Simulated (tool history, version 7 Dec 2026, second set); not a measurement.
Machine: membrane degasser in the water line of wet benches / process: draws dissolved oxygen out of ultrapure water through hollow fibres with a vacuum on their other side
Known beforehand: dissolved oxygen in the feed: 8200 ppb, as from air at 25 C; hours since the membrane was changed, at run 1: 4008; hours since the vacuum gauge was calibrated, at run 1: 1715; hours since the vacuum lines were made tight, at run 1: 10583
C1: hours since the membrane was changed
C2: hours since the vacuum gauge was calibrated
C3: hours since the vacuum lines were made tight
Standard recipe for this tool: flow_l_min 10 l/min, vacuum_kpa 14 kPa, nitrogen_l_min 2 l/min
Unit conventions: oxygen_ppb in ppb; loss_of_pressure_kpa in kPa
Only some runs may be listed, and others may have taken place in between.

run 1 hour=0 | flow_l_min=10 vacuum_kpa=14 nitrogen_l_min=2 | C1=4008 C2=1715 C3=10583 | oxygen_ppb=135.4 loss_of_pressure_kpa=56.31
run 2 hour=283.9 | flow_l_min=10 vacuum_kpa=14 nitrogen_l_min=2 | C1=4292 C2=1999 C3=10867 | oxygen_ppb=135.7 loss_of_pressure_kpa=55.48
run 3 hour=444 | flow_l_min=8 vacuum_kpa=14 nitrogen_l_min=2 | C1=4452 C2=2159 C3=11027 | oxygen_ppb=106.9 loss_of_pressure_kpa=44.57
run 4 hour=735.9 | flow_l_min=8 vacuum_kpa=14 nitrogen_l_min=2 | C1=4744 C2=2451 C3=11319 | oxygen_ppb=109 loss_of_pressure_kpa=44.79
run 5 hour=913.3 | flow_l_min=10 vacuum_kpa=14 nitrogen_l_min=2.88 | C1=4921 C2=2628 C3=11496 | oxygen_ppb=97.2 loss_of_pressure_kpa=56.3
run 6 hour=1126.7 | flow_l_min=10 vacuum_kpa=17.7 nitrogen_l_min=2.88 | C1=5135 C2=2841 C3=11710 | oxygen_ppb=126.6 loss_of_pressure_kpa=56.4
run 7 hour=1428.3 | flow_l_min=10 vacuum_kpa=10.8 nitrogen_l_min=2 | C1=5436 C2=3143 C3=12011 | oxygen_ppb=96.9 loss_of_pressure_kpa=56.32
run 8 hour=1619.9 | flow_l_min=10 vacuum_kpa=10.8 nitrogen_l_min=2 | C1=5628 C2=3335 C3=12203 | oxygen_ppb=98.6 loss_of_pressure_kpa=56.34
run 9 hour=1912.6 | flow_l_min=10 vacuum_kpa=14 nitrogen_l_min=2 | C1=5920 C2=3627 C3=12496 | oxygen_ppb=135 loss_of_pressure_kpa=56.46
run 10 hour=2075.4 | flow_l_min=10 vacuum_kpa=14 nitrogen_l_min=2 | C1=6083 C2=3790 C3=12659 | oxygen_ppb=134 loss_of_pressure_kpa=56.72
run 11 hour=2242.3 | flow_l_min=10 vacuum_kpa=14 nitrogen_l_min=2 | C1=6250 C2=3957 C3=12825 | oxygen_ppb=135.6 loss_of_pressure_kpa=56.71
run 12 hour=2469.9 | flow_l_min=10 vacuum_kpa=14 nitrogen_l_min=2 | C1=6478 C2=4185 C3=13053 | oxygen_ppb=137.5 loss_of_pressure_kpa=56.69
run 13 hour=2716.4 | flow_l_min=10 vacuum_kpa=14 nitrogen_l_min=2 | C1=6724 C2=4431 C3=13300 | oxygen_ppb=137.6 loss_of_pressure_kpa=57.16
run 14 hour=2928.1 | flow_l_min=10 vacuum_kpa=14 nitrogen_l_min=2 | C1=6936 C2=4643 C3=13511 | oxygen_ppb=136.6 loss_of_pressure_kpa=56.61
run 15 hour=3136.4 | flow_l_min=10 vacuum_kpa=9.9 nitrogen_l_min=2 | C1=7144 C2=4851 C3=13720 | oxygen_ppb=87.5 loss_of_pressure_kpa=56.81
run 16 hour=3428.5 | flow_l_min=12 vacuum_kpa=14 nitrogen_l_min=2 | C1=7436 C2=5143 C3=14012 | oxygen_ppb=160.8 loss_of_pressure_kpa=68
run 17 hour=3672.4 | flow_l_min=12 vacuum_kpa=14 nitrogen_l_min=2 | C1=7680 C2=5387 C3=14256 | oxygen_ppb=161.3 loss_of_pressure_kpa=68.92
run 18 hour=3892.4 | flow_l_min=12 vacuum_kpa=14 nitrogen_l_min=2 | C1=7900 C2=5607 C3=14476 | oxygen_ppb=162 loss_of_pressure_kpa=68.2
run 19 hour=4045.1 | flow_l_min=10 vacuum_kpa=12.4 nitrogen_l_min=5.48 | C1=8053 C2=5760 C3=14628 | oxygen_ppb=47.8 loss_of_pressure_kpa=56.93
-- hour=4259.6 vacuum gauge calibrated
run 20 hour=4298.1 | flow_l_min=10 vacuum_kpa=18.9 nitrogen_l_min=2 | C1=8305 C2=38 C3=14881 | oxygen_ppb=194.1 loss_of_pressure_kpa=57.4
run 21 hour=4533.8 | flow_l_min=10 vacuum_kpa=14 nitrogen_l_min=1.82 | C1=8541 C2=274 C3=15117 | oxygen_ppb=149.8 loss_of_pressure_kpa=57.56
-- hour=4705.9 seals of the vacuum lines changed
run 22 hour=4767.6 | flow_l_min=10 vacuum_kpa=9.1 nitrogen_l_min=1.02 | C1=8773 C2=506 C3=62 | oxygen_ppb=139.2 loss_of_pressure_kpa=57.65
run 23 hour=4951.1 | flow_l_min=10 vacuum_kpa=9.1 nitrogen_l_min=1.02 | C1=8956 C2=689 C3=245 | oxygen_ppb=138.6 loss_of_pressure_kpa=57.48
run 24 hour=5171 | flow_l_min=10 vacuum_kpa=9.1 nitrogen_l_min=1.02 | C1=9176 C2=909 C3=465 | oxygen_ppb=141.4 loss_of_pressure_kpa=57.5
-- hour=5341.7 gauge calibrated
run 25 hour=5476.3 | flow_l_min=8 vacuum_kpa=22.2 nitrogen_l_min=2 | C1=9482 C2=1215 C3=770 | oxygen_ppb=187.5 loss_of_pressure_kpa=44.98
run 26 hour=5712.2 | flow_l_min=8 vacuum_kpa=22.2 nitrogen_l_min=2 | C1=9718 C2=1451 C3=1006 | oxygen_ppb=187.3 loss_of_pressure_kpa=44.81
run 27 hour=5980.3 | flow_l_min=6 vacuum_kpa=19.2 nitrogen_l_min=2 | C1=9986 C2=1719 C3=1274 | oxygen_ppb=118.2 loss_of_pressure_kpa=33.48
run 28 hour=6182.5 | flow_l_min=7 vacuum_kpa=14 nitrogen_l_min=1.41 | C1=10188 C2=1921 C3=1477 | oxygen_ppb=129.4 loss_of_pressure_kpa=39.4
run 29 hour=6319.5 | flow_l_min=7 vacuum_kpa=9.9 nitrogen_l_min=5.15 | C1=10325 C2=2058 C3=1614 | oxygen_ppb=25.3 loss_of_pressure_kpa=39.51
run 30 hour=6514.1 | flow_l_min=9 vacuum_kpa=15.4 nitrogen_l_min=1.85 | C1=10519 C2=2252 C3=1808 | oxygen_ppb=145.3 loss_of_pressure_kpa=50.4
run 31 hour=6801.7 | flow_l_min=15 vacuum_kpa=11.9 nitrogen_l_min=2.57 | C1=10807 C2=2540 C3=2096 | oxygen_ppb=133 loss_of_pressure_kpa=84.34
run 32 hour=7048.3 | flow_l_min=15 vacuum_kpa=11.9 nitrogen_l_min=2.57 | C1=11054 C2=2787 C3=2342 | oxygen_ppb=135.6 loss_of_pressure_kpa=84.79

Measured minus without-hidden-state, run by run (identical run-to-run variation in each term; gauge scatter may differ):
What the log doesn't record here: membrane still open, %; true pressure behind the membrane over the reading, kPa; air that leaks in behind the membrane, l/min; drift of the gauge itself on oxygen_ppb, %; drift of the gauge itself on loss_of_pressure_kpa, %.
run=1 loss_of_pressure_kpa=+0.01
run=2 loss_of_pressure_kpa=+0.09
run=3 loss_of_pressure_kpa=+0.11
run=4 loss_of_pressure_kpa=+0.18
run=5 loss_of_pressure_kpa=+0.28
run=6 loss_of_pressure_kpa=+0.34
run=7 loss_of_pressure_kpa=+0.44
run=8 loss_of_pressure_kpa=+0.49
run=9 loss_of_pressure_kpa=+0.58
run=10 loss_of_pressure_kpa=+0.63
run=11 loss_of_pressure_kpa=+0.68
run=12 loss_of_pressure_kpa=+0.75
run=13 loss_of_pressure_kpa=+0.82
run=14 loss_of_pressure_kpa=+0.88
run=15 loss_of_pressure_kpa=+0.94
run=16 loss_of_pressure_kpa=+1.23
run=17 loss_of_pressure_kpa=+1.33
run=18 loss_of_pressure_kpa=+1.39
run=19 loss_of_pressure_kpa=+1.21
run=20 loss_of_pressure_kpa=+1.29
run=21 loss_of_pressure_kpa=+1.37
run=22 loss_of_pressure_kpa=+1.43
run=23 loss_of_pressure_kpa=+1.47
run=24 loss_of_pressure_kpa=+1.55
run=25 loss_of_pressure_kpa=+0.05
run=26 loss_of_pressure_kpa=+0.11
run=27 loss_of_pressure_kpa=+0.13
run=28 loss_of_pressure_kpa=+0.19
run=29 loss_of_pressure_kpa=+0.22
run=30 loss_of_pressure_kpa=+0.34
run=31 loss_of_pressure_kpa=+0.68
run=32 loss_of_pressure_kpa=+0.8
oxygen_ppb without the hidden state stays within 0.2 ppb of what was measured, in all runs.
